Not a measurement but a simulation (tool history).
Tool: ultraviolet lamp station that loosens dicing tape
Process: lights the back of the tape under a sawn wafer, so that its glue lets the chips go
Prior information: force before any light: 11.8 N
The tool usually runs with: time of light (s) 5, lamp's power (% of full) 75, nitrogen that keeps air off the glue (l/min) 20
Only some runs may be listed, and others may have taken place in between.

run   hour  time of light (s)  lamp's power (% of full)  nitrogen that keeps air off the glue (l/min)  force that peels the tape off (N)  light that reached the tape (J/m2)
  1      0                  5                        75                                            20                               0.84                                2070
  2   43.3                  5                        75                                            20                              0.866                                2060
  3   77.6                  5                        75                                            20                              0.881                                2000
  4  109.6                  5                        75                                            20                              0.907                                2010
  5  169.9                  5                        70                                            20                              1.063                                1820
  6  219.5                  5                        70                                            20                              1.073                                1820
  7    278                  5                        75                                            20                              0.979                                1920
  8  333.8                  5                        75                                            20                               0.99                                1890
  9  375.5                  5                        75                                            20                              1.069                                1880
 10  431.8                  5                        75                                            20                              1.061                                1860
 11  486.2                  5                        81                                            20                              0.963                                1970
 12  533.2                  4                        86                                            20                              1.346                                1610
 13    559                  5                        93                                            17                               0.86                                2180
     562.8  -- window cleaned of glue's vapour
 14    588                  5                        93                                            17                              0.885                                2110
 15  620.9                  4                        79                                            22                               1.63                                1470
 16    667                  3                        75                                            14                              3.522                                1050
       688  -- lamp changed
 17  703.4                  3                        75                                            14                              2.285                                1360
 18  738.5                  7                        75                                            14                              0.463                                3260
 19    765                  3                        86                                            20                               1.48                                1570
     793.4  -- window cleaned of glue's vapour, once more
 20  806.5                  5                        61                                            20                              0.924                                1940
 21  868.4                  4                        77                                             8                               1.92                                1900

Branching from run 21: 5 alternative next runs. What would each branch give?
  A  902.2                  4                        92                                             8                                  ?                                   ?
  B  902.2                  2                        77                                             8                                  ?                                   ?
  C  902.2                  5                        72                                            32                                  ?                                   ?
  D  902.2                  5                        67                                             6                                  ?                                   ?
  E  902.2                  5                        89                                            20                                  ?                                   ?

run  force that peels the tape off (N)  light that reached the tape (J/m2)
  A                              1.382                                2320
  B                              4.582                                 960
  C                              0.498                                2310
  D                              2.056                                2090
  E                              0.447                                2790
Without the tool's unlogged condition, the same runs would have read:
run  force that peels the tape off (N)  light that reached the tape (J/m2)
  A                               1.25                                2440
  B                              4.366                                1010
  C                              0.449                                2430
  D                              1.885                                2210
  E                              0.404                                2940

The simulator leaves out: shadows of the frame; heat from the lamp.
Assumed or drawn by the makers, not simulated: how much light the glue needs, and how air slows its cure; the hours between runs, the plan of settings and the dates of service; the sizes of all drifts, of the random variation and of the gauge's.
